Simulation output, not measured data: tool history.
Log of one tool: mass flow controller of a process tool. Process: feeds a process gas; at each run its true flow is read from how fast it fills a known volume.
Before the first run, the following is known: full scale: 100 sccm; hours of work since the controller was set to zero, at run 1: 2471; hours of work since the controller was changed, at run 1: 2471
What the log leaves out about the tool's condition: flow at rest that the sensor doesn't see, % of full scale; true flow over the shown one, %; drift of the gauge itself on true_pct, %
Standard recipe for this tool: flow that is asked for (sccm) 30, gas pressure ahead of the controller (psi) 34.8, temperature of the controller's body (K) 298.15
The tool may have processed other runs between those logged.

run	hour	flow that is asked for (sccm)	gas pressure ahead of the controller (psi)	temperature of the controller's body (K)	hours of work since the controller was set to zero	hours of work since the controller was changed	true flow (%)
1	0.0	30	34.8	298.15	2471	2471	98.40
2	215.6	30	34.8	298.15	2560	2560	98.36
3	402.9	30	34.8	298.15	2638	2638	98.21
4	583.0	30	34.8	298.15	2712	2712	98.16
5	763.3	30	34.8	298.15	2787	2787	98.10
6	935.0	30	34.8	298.15	2858	2858	98.14
7	1080.4	30	34.8	298.15	2918	2918	97.95
8	1248.3	30	34.8	298.15	2988	2988	97.90
9	1408.0	30	34.8	298.15	3054	3054	97.83
10	1534.4	30	34.8	298.15	3106	3106	97.87
11	1696.4	30	34.8	298.15	3174	3174	97.76
12	1830.6	30	34.8	298.15	3229	3229	97.65
13	2032.7	30	34.8	296.15	3313	3313	97.68
14	2168.3	30	32.3	301.15	3369	3369	97.51
15	2295.1	14	34.8	298.15	3422	3422	97.09
16	2405.3	30	23.2	304.15	3467	3467	97.38
17	2643.2	30	23.2	304.15	3566	3566	97.20
18	2819.4	86	26.8	304.15	3639	3639	98.35
19	3018.0	86	26.8	304.15	3721	3721	98.26
20	3217.1	84	28.4	308.15	3803	3803	98.03
21	3459.9	28	34.8	302.15	3904	3904	96.81
22	3606.4	30	34.8	294.15	3965	3965	97.01
23	3800.3	30	34.8	294.15	4045	4045	96.92
24	3941.0	37	28.9	298.15	4103	4103	97.10
25	4180.5	37	20.5	298.15	4202	4202	97.10
26	4411.4	46	29.9	302.15	4298	4298	96.78

Consider 4 possible next runs. They are alternatives, not a sequence: every one starts from the tool as it was left by run 26. What does each give?
A	4516.5	30	27.6	294.15	4342	4342	?
B	4516.5	46	29.9	295.15	4342	4342	?
C	4516.5	13	27.0	298.15	4342	4342	?
D	4516.5	15	36.8	298.15	4342	4342	?

run	true flow (%)
A	96.72
B	96.91
C	96.31
D	96.11
Take away the tool's hidden state, keep each run's random variation, and the runs would have read:
run	true flow (%)
A	98.72
B	98.91
C	98.34
D	98.12

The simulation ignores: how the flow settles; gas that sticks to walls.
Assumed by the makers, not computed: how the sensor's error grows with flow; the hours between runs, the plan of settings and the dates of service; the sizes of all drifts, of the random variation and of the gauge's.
